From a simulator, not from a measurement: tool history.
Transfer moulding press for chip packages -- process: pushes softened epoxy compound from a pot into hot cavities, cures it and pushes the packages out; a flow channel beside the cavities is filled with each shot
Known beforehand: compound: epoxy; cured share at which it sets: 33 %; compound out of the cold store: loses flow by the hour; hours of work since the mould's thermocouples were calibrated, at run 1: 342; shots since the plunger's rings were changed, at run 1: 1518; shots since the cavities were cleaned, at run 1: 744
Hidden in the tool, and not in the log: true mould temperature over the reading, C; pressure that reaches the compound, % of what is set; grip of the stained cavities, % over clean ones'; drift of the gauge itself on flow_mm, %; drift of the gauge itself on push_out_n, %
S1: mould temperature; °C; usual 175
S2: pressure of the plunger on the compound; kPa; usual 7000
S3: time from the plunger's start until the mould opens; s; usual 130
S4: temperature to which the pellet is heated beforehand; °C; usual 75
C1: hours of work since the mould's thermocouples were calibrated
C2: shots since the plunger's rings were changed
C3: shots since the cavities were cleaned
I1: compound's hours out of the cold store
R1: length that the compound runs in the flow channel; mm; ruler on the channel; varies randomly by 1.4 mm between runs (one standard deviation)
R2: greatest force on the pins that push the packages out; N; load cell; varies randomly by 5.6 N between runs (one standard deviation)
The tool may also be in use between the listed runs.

run 1 hour=0.0 | S1=175 S2=7000 S3=130 S4=75 | C1=342 C2=1518 C3=744 | I1=35.3 | R1=572 R2=360
-- hour=7.8 cavities cleaned with cleaning compound and waxed
run 2 hour=51.6 | S1=175 S2=7000 S3=130 S4=75 | C1=370 C2=1900 C3=334 | I1=19.4 | R1=635 R2=305
run 3 hour=90.8 | S1=175 S2=7000 S3=130 S4=75 | C1=392 C2=2199 C3=633 | I1=24.0 | R1=612 R2=346
-- hour=113.8 cavities cleaned with cleaning compound and waxed
run 4 hour=132.5 | S1=175 S2=7000 S3=130 S4=75 | C1=415 C2=2506 C3=143 | I1=36.2 | R1=562 R2=237
-- hour=152.1 plunger's sealing rings changed
run 5 hour=193.2 | S1=175 S2=7000 S3=130 S4=75 | C1=448 C2=314 C3=587 | I1=8.8 | R1=692 R2=357
-- hour=220.6 cavities cleaned with cleaning compound and waxed
run 6 hour=238.0 | S1=175 S2=7000 S3=130 S4=68 | C1=473 C2=645 C3=134 | I1=19.3 | R1=642 R2=249
run 7 hour=287.1 | S1=175 S2=7000 S3=130 S4=68 | C1=500 C2=1019 C3=508 | I1=16.8 | R1=651 R2=343
run 8 hour=315.0 | S1=175 S2=7000 S3=118 S4=68 | C1=516 C2=1232 C3=721 | I1=47.6 | R1=528 R2=392
-- hour=323.6 cavities cleaned with cleaning compound and waxed
run 9 hour=374.1 | S1=175 S2=7000 S3=130 S4=75 | C1=549 C2=1671 C3=385 | I1=11.9 | R1=669 R2=320
run 10 hour=406.0 | S1=175 S2=7000 S3=130 S4=75 | C1=567 C2=1915 C3=629 | I1=10.8 | R1=674 R2=364
-- hour=426.5 cavities cleaned with cleaning compound and waxed
run 11 hour=465.7 | S1=175 S2=7000 S3=130 S4=75 | C1=600 C2=2359 C3=299 | I1=37.6 | R1=559 R2=275
run 12 hour=495.7 | S1=175 S2=7000 S3=130 S4=75 | C1=617 C2=2588 C3=528 | I1=30.5 | R1=583 R2=332
-- hour=504.6 plunger's sealing rings changed
-- hour=534.0 cavities cleaned with cleaning compound and waxed
run 13 hour=547.8 | S1=175 S2=7000 S3=130 S4=75 | C1=644 C2=319 C3=105 | I1=44.8 | R1=543 R2=239
run 14 hour=592.6 | S1=177 S2=7000 S3=169 S4=75 | C1=669 C2=661 C3=447 | I1=37.2 | R1=565 R2=273
run 15 hour=626.0 | S1=177 S2=8760 S3=163 S4=69 | C1=688 C2=915 C3=701 | I1=47.1 | R1=591 R2=312
-- hour=637.0 cavities cleaned with cleaning compound and waxed
run 16 hour=673.5 | S1=177 S2=8760 S3=163 S4=69 | C1=714 C2=1267 C3=279 | I1=34.1 | R1=640 R2=229
run 17 hour=710.8 | S1=177 S2=8760 S3=163 S4=69 | C1=735 C2=1551 C3=563 | I1=32.3 | R1=646 R2=291
-- hour=740.6 cavities cleaned with cleaning compound and waxed
run 18 hour=770.0 | S1=177 S2=8760 S3=163 S4=69 | C1=768 C2=1991 C3=224 | I1=15.0 | R1=722 R2=225
-- hour=796.8 mould's thermocouples calibrated
run 19 hour=820.5 | S1=176 S2=5920 S3=130 S4=75 | C1=13 C2=2361 C3=594 | I1=41.3 | R1=499 R2=338
-- hour=846.7 cavities cleaned with cleaning compound and waxed
-- hour=860.7 plunger's sealing rings changed
run 20 hour=873.4 | S1=170 S2=6630 S3=117 S4=76 | C1=41 C2=97 C3=185 | I1=25.3 | R1=622 R2=454
run 21 hour=931.8 | S1=177 S2=6630 S3=125 S4=73 | C1=74 C2=542 C3=630 | I1=13.3 | R1=648 R2=346
-- hour=953.1 cavities cleaned with cleaning compound and waxed
run 22 hour=989.1 | S1=177 S2=6630 S3=137 S4=81 | C1=106 C2=968 C3=275 | I1=43.2 | R1=526 R2=245
run 23 hour=1026.7 | S1=175 S2=8430 S3=139 S4=75 | C1=127 C2=1255 C3=562 | I1=33.5 | R1=638 R2=323
run 24 hour=1051.2 | S1=178 S2=5240 S3=162 S4=84 | C1=141 C2=1442 C3=749 | I1=41.8 | R1=468 R2=317
-- hour=1058.0 cavities cleaned with cleaning compound and waxed
run 25 hour=1094.7 | S1=179 S2=7510 S3=136 S4=69 | C1=165 C2=1763 C3=280 | I1=16.3 | R1=661 R2=240
run 26 hour=1153.9 | S1=179 S2=7510 S3=130 S4=69 | C1=198 C2=2214 C3=731 | I1=35.9 | R1=576 R2=332

What if the next run were any one of these 3? Each begins from the tool's condition after run 26:
-- hour=1163.9 cavities cleaned with cleaning compound and waxed
run A hour=1197.0 | S1=175 S2=7000 S3=139 S4=85 | C1=222 C2=2532 C3=253 | I1=26.2 | R1=? R2=?
-- hour=1163.9 cavities cleaned with cleaning compound and waxed
run B hour=1197.0 | S1=179 S2=7510 S3=130 S4=78 | C1=222 C2=2532 C3=253 | I1=14.8 | R1=? R2=?
-- hour=1163.9 cavities cleaned with cleaning compound and waxed
run C hour=1197.0 | S1=175 S2=7000 S3=144 S4=71 | C1=222 C2=2532 C3=253 | I1=39.0 | R1=? R2=?

run=A R1=602 R2=267
run=B R1=660 R2=252
run=C R1=553 R2=256
With the hidden condition removed and each run's random variation left untouched, the same runs would have given:
run=A R1=617 R2=184
run=B R1=677 R2=173
run=C R1=567 R2=176

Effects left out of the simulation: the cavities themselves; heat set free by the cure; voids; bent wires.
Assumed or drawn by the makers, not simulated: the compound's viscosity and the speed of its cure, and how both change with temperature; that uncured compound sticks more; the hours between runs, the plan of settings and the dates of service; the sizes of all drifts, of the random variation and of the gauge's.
